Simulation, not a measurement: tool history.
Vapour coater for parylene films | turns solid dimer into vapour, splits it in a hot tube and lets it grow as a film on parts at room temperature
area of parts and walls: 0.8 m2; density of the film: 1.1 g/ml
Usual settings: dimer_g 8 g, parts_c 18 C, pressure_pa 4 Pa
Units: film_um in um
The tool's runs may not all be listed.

run     day  dimer_g  parts_c  pressure_pa  film_um
  1       0        8       18            4     5.03
  2   1.433        8       18            4     4.98
  3   2.283        8       18            4     5.07
  4   3.975       13       18            4      8.2
  5   4.838        8       12            4     6.09
  6   6.233        8       18         4.11     4.91
  7   7.892        8       18         4.11     4.86
  8    9.05        8       18         4.11      4.9
  9  10.008        8       18         4.11      4.9
 10  11.317        8       18         4.11     4.85
 11  13.071        8       18         4.11     4.75
 12  13.967        8       21            4     4.36
 13  15.471        8       21            4     4.32
 14  17.325        8       15            4     5.25
 15  19.304        7       15         3.11     4.63
 16  20.846        7       15         3.11     4.68
 17    22.2        7       15         3.11     4.66
 18  23.846        7       15         3.11     4.54
 19  25.471        7       15         3.11      4.6
 20  26.938        4       15         2.52     2.62
 21  27.783        4       15         8.25     2.27
     29.138  -- trap's valve overhauled
 22  29.412        8       18         5.09        5
 23  31.233        8       23         5.09     4.21
 24  32.704        8       23         8.27     3.93
 25  34.488       12       11         9.58     8.37
 26  36.267       12       11         9.58     8.41

Forecast each of these 4 alternatives for the next run:
  A  37.283        6       25        11.54        ?
  B  37.283        6       12         3.53        ?
  C  37.283        6       16         6.32        ?
  D  37.283        6       17            4        ?

run  film_um
  A      2.6
  B     4.63
  C      3.8
  D     3.86
Without the tool's hidden state the same runs would have given:
run  film_um
  A     2.67
  B     4.75
  C     3.89
  D     3.96
